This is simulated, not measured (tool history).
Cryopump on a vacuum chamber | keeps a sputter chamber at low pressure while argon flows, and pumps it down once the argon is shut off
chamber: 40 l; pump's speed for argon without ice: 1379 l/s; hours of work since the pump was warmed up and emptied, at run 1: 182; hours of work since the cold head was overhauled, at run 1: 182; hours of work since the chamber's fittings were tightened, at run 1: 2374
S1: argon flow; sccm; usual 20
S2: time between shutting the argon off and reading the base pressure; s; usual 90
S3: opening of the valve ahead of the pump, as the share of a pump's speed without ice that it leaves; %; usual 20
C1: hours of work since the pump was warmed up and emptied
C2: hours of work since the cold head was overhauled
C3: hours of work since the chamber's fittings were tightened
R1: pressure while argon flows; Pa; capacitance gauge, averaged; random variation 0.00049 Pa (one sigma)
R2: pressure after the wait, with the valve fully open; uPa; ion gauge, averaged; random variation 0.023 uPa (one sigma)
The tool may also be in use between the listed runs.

Run 1, hour 0.0: usual settings; C1 182; C2 182; C3 2374. Result: R1 0.1249 Pa, R2 2.68 uPa.
Run 2, hour 80.8: usual settings; C1 237; C2 237; C3 2430. Result: R1 0.1252 Pa, R2 2.72 uPa.
Run 3, hour 153.4: usual settings; C1 287; C2 287; C3 2479. Result: R1 0.1265 Pa, R2 2.79 uPa.
Run 4, hour 199.3: usual settings; C1 318; C2 318; C3 2511. Result: R1 0.1259 Pa, R2 2.86 uPa.
Run 5, hour 276.8: usual settings; C1 371; C2 371; C3 2564. Result: R1 0.1269 Pa, R2 2.96 uPa.
Run 6, hour 330.2: usual settings but S2 93 s; C1 408; C2 408; C3 2600. Result: R1 0.1278 Pa, R2 3.00 uPa.
Run 7, hour 393.4: usual settings but S2 93 s, S3 31 %; C1 451; C2 451; C3 2643. Result: R1 0.0851 Pa, R2 3.08 uPa.
Run 8, hour 480.6: usual settings; C1 510; C2 510; C3 2703. Result: R1 0.1301 Pa, R2 3.25 uPa.
Run 9, hour 560.7: usual settings; C1 565; C2 565; C3 2758. Result: R1 0.1306 Pa, R2 3.40 uPa.
At hour 590.7: pump warmed up, emptied and cooled again.
Run 10, hour 632.7: usual settings; C1 29; C2 611; C3 2804. Result: R1 0.1229 Pa, R2 2.81 uPa.
Run 11, hour 696.2: usual settings but S1 9 sccm, S3 33 %; C1 72; C2 654; C3 2847. Result: R1 0.0341 Pa, R2 2.88 uPa.
Run 12, hour 754.2: usual settings but S1 30 sccm, S2 52 s, S3 35 %; C1 112; C2 694; C3 2887. Result: R1 0.1076 Pa, R2 3.39 uPa.
Run 13, hour 827.9: usual settings but S1 30 sccm, S2 52 s, S3 35 %; C1 162; C2 745; C3 2937. Result: R1 0.1086 Pa, R2 3.44 uPa.
Run 14, hour 910.5: usual settings but S1 39 sccm, S2 52 s, S3 26 %; C1 219; C2 801; C3 2994. Result: R1 0.1896 Pa, R2 3.66 uPa.
Run 15, hour 983.9: usual settings but S1 23 sccm, S2 52 s, S3 32 %; C1 269; C2 851; C3 3044. Result: R1 0.0922 Pa, R2 3.63 uPa.

5 ways to go on from here, each from the tool as it stands after run 15. What would each give?
Run A, hour 1043.0: usual settings but S1 17 sccm, S2 78 s, S3 16 %; C1 309; C2 892; C3 3084. Result: R1 ?, R2 ?.
Run B, hour 1043.0: usual settings but S1 23 sccm, S2 60 s, S3 48 %; C1 309; C2 892; C3 3084. Result: R1 ?, R2 ?.
Run C, hour 1043.0: usual settings but S2 228 s; C1 309; C2 892; C3 3084. Result: R1 ?, R2 ?.
Run D, hour 1043.0: usual settings but S1 23 sccm, S2 22 s, S3 18 %; C1 309; C2 892; C3 3084. Result: R1 ?, R2 ?.
Run E, hour 1043.0: usual settings but S1 23 sccm, S2 151 s, S3 32 %; C1 309; C2 892; C3 3084. Result: R1 ?, R2 ?.

run      R1    R2
  A  0.1342  3.47
  B  0.0630  3.76
  C  0.1259  3.03
  D  0.1621  5.05
  E  0.0927  3.14
Without the tool's hidden state the same runs would have given:
run      R1    R2
  A  0.1309  0.80
  B  0.0585  1.06
  C  0.1220  0.39
  D  0.1576  2.41
  E  0.0882  0.55
